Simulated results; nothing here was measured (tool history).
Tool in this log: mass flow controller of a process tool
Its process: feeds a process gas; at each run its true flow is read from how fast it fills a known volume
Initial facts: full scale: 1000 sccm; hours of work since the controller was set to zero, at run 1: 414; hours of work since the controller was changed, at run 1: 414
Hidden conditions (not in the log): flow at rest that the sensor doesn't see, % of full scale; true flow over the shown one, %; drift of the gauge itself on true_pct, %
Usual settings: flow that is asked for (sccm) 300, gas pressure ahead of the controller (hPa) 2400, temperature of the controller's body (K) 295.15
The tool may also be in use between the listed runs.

| run | hour | flow that is asked for (sccm) | gas pressure ahead of the controller (hPa) | temperature of the controller's body (K) | hours of work since the controller was set to zero | hours of work since the controller was changed | true flow (%) |
|---|---|---|---|---|---|---|---|
| 1 | 0.0 | 300 | 2400 | 295.15 | 414 | 414 | 99.13 |
| 2 | 164.7 | 300 | 1790 | 295.15 | 468 | 468 | 99.16 |
| 3 | 295.6 | 300 | 2400 | 295.15 | 511 | 511 | 99.17 |
| 4 | 400.1 | 300 | 2400 | 295.15 | 545 | 545 | 99.03 |
| 5 | 574.4 | 300 | 2400 | 295.15 | 602 | 602 | 99.15 |
| 6 | 704.3 | 300 | 2400 | 309.15 | 645 | 645 | 99.50 |
| 7 | 890.9 | 300 | 2400 | 309.15 | 706 | 706 | 99.53 |
| 8 | 1001.1 | 300 | 2400 | 309.15 | 742 | 742 | 99.59 |
| 9 | 1173.2 | 300 | 2400 | 309.15 | 798 | 798 | 99.56 |
| 10 | 1355.4 | 300 | 2400 | 298.15 | 858 | 858 | 99.23 |
| 11 | 1478.7 | 300 | 2400 | 298.15 | 899 | 899 | 99.15 |
| 12 | 1583.6 | 300 | 2400 | 295.15 | 933 | 933 | 99.12 |
| 13 | 1783.1 | 300 | 2400 | 295.15 | 998 | 998 | 99.22 |
| 14 | 1950.4 | 300 | 2400 | 295.15 | 1053 | 1053 | 99.07 |
| 15 | 2108.4 | 300 | 2400 | 295.15 | 1105 | 1105 | 99.14 |
| 16 | 2239.4 | 261 | 2400 | 295.15 | 1148 | 1148 | 99.05 |
| 17 | 2369.4 | 300 | 2400 | 295.15 | 1190 | 1190 | 99.13 |
| 18 | 2529.2 | 300 | 2400 | 295.15 | 1243 | 1243 | 99.18 |
| 19 | 2657.7 | 300 | 2400 | 295.15 | 1285 | 1285 | 99.21 |
| 20 | 2859.8 | 300 | 2400 | 295.15 | 1351 | 1351 | 99.18 |
| 21 | 2951.5 | 300 | 2400 | 295.15 | 1381 | 1381 | 99.11 |
| 22 | 3069.4 | 898 | 2400 | 295.15 | 1420 | 1420 | 99.77 |
| 23 | 3256.4 | 300 | 1890 | 295.15 | 1481 | 1481 | 99.19 |
| 24 | 3457.1 | 300 | 2070 | 295.15 | 1547 | 1547 | 99.06 |
| 25 | 3583.8 | 300 | 2070 | 295.15 | 1588 | 1588 | 99.05 |
| 26 | 3704.7 | 499 | 2440 | 295.15 | 1628 | 1628 | 99.46 |
| 27 | 3826.7 | 499 | 2440 | 295.15 | 1668 | 1668 | 99.28 |
| 28 | 3979.1 | 355 | 2070 | 297.15 | 1717 | 1717 | 99.27 |
| 29 | 4181.4 | 886 | 2070 | 299.15 | 1784 | 1784 | 99.94 |
| 30 | 4323.6 | 300 | 2670 | 301.15 | 1830 | 1830 | 99.53 |
| 31 | 4451.3 | 300 | 2670 | 301.15 | 1872 | 1872 | 99.36 |
| 32 | 4623.8 | 881 | 1760 | 308.15 | 1929 | 1929 | 100.02 |
| 33 | 4730.4 | 881 | 1760 | 308.15 | 1964 | 1964 | 100.08 |
| 34 | 4830.3 | 300 | 1810 | 310.15 | 1996 | 1996 | 99.47 |
| 35 | 5011.5 | 118 | 1650 | 307.15 | 2056 | 2056 | 99.09 |
| 36 | 5192.0 | 118 | 2470 | 303.15 | 2115 | 2115 | 99.10 |
| 37 | 5344.1 | 118 | 2470 | 303.15 | 2165 | 2165 | 99.18 |
| 38 | 5442.0 | 118 | 2470 | 303.15 | 2197 | 2197 | 99.12 |
| 39 | 5642.5 | 300 | 2540 | 307.15 | 2262 | 2262 | 99.45 |
| 40 | 5779.6 | 200 | 1450 | 305.15 | 2307 | 2307 | 99.05 |
| 41 | 5929.0 | 200 | 1450 | 305.15 | 2356 | 2356 | 99.03 |
| 42 | 6090.3 | 753 | 2080 | 310.15 | 2409 | 2409 | 100.08 |
| 43 | 6279.5 | 300 | 2400 | 300.15 | 2471 | 2471 | 99.29 |
| 44 | 6387.2 | 269 | 2400 | 300.15 | 2506 | 2506 | 99.15 |
| 45 | 6582.5 | 194 | 2400 | 295.15 | 2570 | 2570 | 99.02 |
| 46 | 6686.4 | 194 | 2400 | 295.15 | 2604 | 2604 | 99.01 |
| 47 | 6836.5 | 154 | 1930 | 307.15 | 2653 | 2653 | 99.18 |

3 ways to go on from here, each from the tool as it stands after run 47. What would each give?
| A | 7023.9 | 154 | 1930 | 301.15 | 2715 | 2715 | ? |
| B | 7023.9 | 177 | 1920 | 294.15 | 2715 | 2715 | ? |
| C | 7023.9 | 199 | 2400 | 299.15 | 2715 | 2715 | ? |

| run | true flow (%) |
|---|---|
| A | 98.95 |
| B | 98.91 |
| C | 99.13 |
Stripped of hidden state, with their random variation kept, the same runs would have yielded:
| run | true flow (%) |
|---|---|
| A | 98.98 |
| B | 98.93 |
| C | 99.14 |

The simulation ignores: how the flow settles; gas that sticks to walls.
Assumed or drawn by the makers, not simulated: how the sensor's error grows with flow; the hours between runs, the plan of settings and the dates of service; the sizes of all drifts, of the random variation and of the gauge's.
